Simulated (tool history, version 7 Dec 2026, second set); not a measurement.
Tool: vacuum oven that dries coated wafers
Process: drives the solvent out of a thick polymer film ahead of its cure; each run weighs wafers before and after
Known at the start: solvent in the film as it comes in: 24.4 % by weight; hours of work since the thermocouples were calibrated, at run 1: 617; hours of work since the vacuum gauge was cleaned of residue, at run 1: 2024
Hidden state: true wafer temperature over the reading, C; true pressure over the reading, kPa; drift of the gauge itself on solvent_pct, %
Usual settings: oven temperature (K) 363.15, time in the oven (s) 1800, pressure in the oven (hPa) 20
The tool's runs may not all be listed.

| run | hour | oven temperature (K) | time in the oven (s) | pressure in the oven (hPa) | hours of work since the thermocouples were calibrated | hours of work since the vacuum gauge was cleaned of residue | solvent left in the film (%) |
|---|---|---|---|---|---|---|---|
| 1 | 0 | 363.15 | 1800 | 20 | 617 | 2024 | 2.55 |
|  | 41.4 | oven's thermocouples calibrated |
| 2 | 101.5 | 363.15 | 1800 | 20 | 40 | 2091 | 2.28 |
| 3 | 178.3 | 363.15 | 1800 | 20 | 91 | 2142 | 2.24 |
| 4 | 255.7 | 358.15 | 1800 | 20 | 143 | 2193 | 4.17 |
| 5 | 310.5 | 358.15 | 1800 | 20 | 179 | 2230 | 4.04 |
| 6 | 383.2 | 358.15 | 1800 | 28.2 | 228 | 2279 | 4.5 |
| 7 | 472.9 | 358.15 | 1800 | 28.2 | 288 | 2338 | 4.47 |
| 8 | 557.7 | 363.15 | 1800 | 20 | 344 | 2395 | 2.44 |
| 9 | 647.3 | 363.15 | 1800 | 20 | 404 | 2455 | 2.47 |
| 10 | 751.2 | 363.15 | 1800 | 13.6 | 473 | 2524 | 2.27 |
| 11 | 808.5 | 363.15 | 1800 | 20 | 512 | 2562 | 2.57 |
| 12 | 887.6 | 363.15 | 1800 | 20 | 564 | 2615 | 2.54 |
|  | 897.3 | vacuum gauge cleaned of residue and calibrated |
| 13 | 984.2 | 363.15 | 1800 | 20 | 628 | 58 | 2.81 |
|  | 1003 | oven's thermocouples calibrated |
| 14 | 1090 | 363.15 | 1800 | 12.9 | 58 | 127 | 2.31 |
| 15 | 1136.8 | 363.15 | 1800 | 12.9 | 89 | 158 | 2.35 |
| 16 | 1228.8 | 363.15 | 1800 | 12.9 | 151 | 220 | 2.43 |
| 17 | 1324.2 | 365.15 | 1800 | 20 | 214 | 283 | 2.2 |
| 18 | 1399.9 | 363.15 | 2760 | 20 | 265 | 334 | 1.8 |
| 19 | 1446.4 | 363.15 | 2760 | 20 | 296 | 365 | 1.81 |
| 20 | 1491.2 | 363.15 | 1800 | 20 | 326 | 395 | 2.71 |
|  | 1528.8 | vacuum gauge cleaned of residue and calibrated, once more |
| 21 | 1560.2 | 363.15 | 1800 | 20 | 371 | 21 | 2.27 |
| 22 | 1660.3 | 363.15 | 1800 | 20 | 437 | 88 | 2.06 |
| 23 | 1746.6 | 363.15 | 1800 | 20 | 495 | 145 | 2.19 |
| 24 | 1805.5 | 363.15 | 1800 | 20 | 534 | 185 | 2.21 |
| 25 | 1863.3 | 365.15 | 1800 | 20 | 573 | 223 | 1.76 |
| 26 | 1925.7 | 365.15 | 3180 | 68.8 | 614 | 265 | 2.98 |
|  | 1966.7 | oven's thermocouples calibrated |
| 27 | 2024.2 | 360.15 | 2580 | 20 | 38 | 329 | 1.86 |
| 28 | 2083.6 | 363.15 | 2520 | 77.4 | 78 | 369 | 3.9 |
| 29 | 2143.4 | 355.15 | 1080 | 67.4 | 118 | 409 | 10.74 |
| 30 | 2212.5 | 355.15 | 1080 | 67.4 | 164 | 455 | 10.93 |
| 31 | 2314 | 353.15 | 1800 | 53.3 | 232 | 522 | 8.35 |
| 32 | 2397.5 | 372.15 | 1800 | 36.2 | 287 | 578 | 1.45 |
| 33 | 2497.2 | 363.15 | 1800 | 27.1 | 354 | 644 | 2.77 |
| 34 | 2577 | 372.15 | 3240 | 36 | 407 | 698 | 1.29 |
| 35 | 2673.2 | 372.15 | 3240 | 36 | 471 | 762 | 1.32 |
| 36 | 2772.6 | 363.15 | 1980 | 20 | 537 | 828 | 2.19 |
| 37 | 2857.3 | 354.15 | 1620 | 20 | 594 | 885 | 6.81 |
|  | 2931.4 | oven's thermocouples calibrated |
| 38 | 2947.8 | 369.15 | 1560 | 16.7 | 11 | 944 | 1.18 |
| 39 | 3014.1 | 363.15 | 2160 | 18.5 | 55 | 988 | 1.55 |
| 40 | 3073 | 363.15 | 2160 | 10.5 | 94 | 1027 | 1.25 |
| 41 | 3121.4 | 363.15 | 2160 | 10.5 | 127 | 1059 | 1.27 |
| 42 | 3226.2 | 363.15 | 2160 | 10.5 | 197 | 1129 | 1.46 |
| 43 | 3290.1 | 348.15 | 1920 | 20 | 239 | 1172 | 8.33 |
| 44 | 3386 | 361.15 | 1800 | 25 | 303 | 1236 | 3.08 |
| 45 | 3487.2 | 375.15 | 1620 | 74.1 | 371 | 1303 | 2.36 |

Measured less the same run without the tool's hidden state. The same run-to-run variation is in both; the gauge's scatter may not be:
| run | solvent left in the film (%) |
|---|---|
| 1 | +0.53 |
| 2 | +0.33 |
| 3 | +0.35 |
| 4 | +0.46 |
| 5 | +0.48 |
| 6 | +0.52 |
| 7 | +0.56 |
| 8 | +0.49 |
| 9 | +0.51 |
| 10 | +0.54 |
| 11 | +0.57 |
| 12 | +0.59 |
| 13 | +0.79 |
| 14 | +0.62 |
| 15 | +0.63 |
| 16 | +0.67 |
| 17 | +0.64 |
| 18 | +0.68 |
| 19 | +0.7 |
| 20 | +0.76 |
| 21 | +0.15 |
| 22 | +0.19 |
| 23 | +0.21 |
| 24 | +0.24 |
| 25 | +0.2 |
| 26 | +0.16 |
| 27 | +0.19 |
| 28 | +0.2 |
| 29 | +0.46 |
| 30 | +0.49 |
| 31 | +0.57 |
| 32 | +0.14 |
| 33 | +0.37 |
| 34 | +0.13 |
| 35 | +0.14 |
| 36 | +0.42 |
| 37 | +0.83 |
| 38 | +0.1 |
| 39 | +0.14 |
| 40 | +0.15 |
| 41 | +0.16 |
| 42 | +0.19 |
| 43 | +0.32 |
| 44 | +0.27 |
| 45 | +0.16 |
